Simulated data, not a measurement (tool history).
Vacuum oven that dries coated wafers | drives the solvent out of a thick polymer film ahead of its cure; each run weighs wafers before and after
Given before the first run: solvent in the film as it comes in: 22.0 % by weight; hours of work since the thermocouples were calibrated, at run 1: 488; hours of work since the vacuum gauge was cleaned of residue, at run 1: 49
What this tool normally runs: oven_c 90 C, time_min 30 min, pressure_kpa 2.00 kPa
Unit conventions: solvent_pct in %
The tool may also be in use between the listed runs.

run	day	oven_c	time_min	pressure_kpa	hours of work since the thermocouples were calibrated	hours of work since the vacuum gauge was cleaned of residue	solvent_pct
1	0.000	90	30	2.00	488	49	1.77
2	0.533	80	30	2.00	494	56	4.20
3	0.867	80	30	2.00	497	59	4.21
4	1.088	101	30	2.00	500	62	0.55
5	1.575	93	30	2.00	506	68	1.29
6	2.029	93	30	2.00	511	73	1.30
7	2.392	93	30	1.57	515	77	1.20
8	2.717	88	30	1.57	519	81	2.05
9	3.012	88	30	1.57	522	84	2.04
10	3.550	88	30	1.57	528	90	2.06
11	3.912	90	18	2.00	532	94	4.17
12	4.146	90	18	2.00	535	97	4.17
13	4.575	90	30	2.00	540	102	1.77
14	4.825	75	30	2.00	543	105	5.89
15	5.042	91	30	2.00	545	107	1.59
16	5.529	91	30	2.00	551	113	1.62
17	6.042	80	30	1.02	557	119	3.98
18	6.479	98	20	7.18	562	124	2.59
19	6.983	75	47	2.72	567	129	3.61
20	7.475	100	28	2.00	573	135	0.68
21	7.846	100	28	2.00	577	139	0.67
22	8.308	79	44	2.00	583	145	2.64
23	8.762	98	25	3.05	588	150	1.27
24	9.021	77	41	2.00	591	153	3.45
25	9.488	77	41	2.00	596	158	3.46
26	9.871	77	41	2.00	600	162	3.45
27	10.346	77	41	2.00	606	168	3.48
28	10.679	91	30	2.00	610	172	1.63
29	10.925	85	21	4.73	613	174	5.36
30	11.458	85	21	4.73	619	181	5.38
31	11.696	90	38	6.82	621	183	2.18

Branching from run 31: 5 alternative next runs. What would each branch give?
A	12.179	89	30	2.00	627	189	?
B	12.179	90	34	2.00	627	189	?
C	12.179	99	32	4.11	627	189	?
D	12.179	90	22	3.63	627	189	?
E	12.179	84	34	5.75	627	189	?

run	solvent_pct
A	1.97
B	1.38
C	0.95
D	3.42
E	3.54
The same runs, with their run-to-run variation unchanged, on a tool lacking any hidden condition would have given:
run	solvent_pct
A	1.93
B	1.34
C	0.93
D	3.36
E	3.48
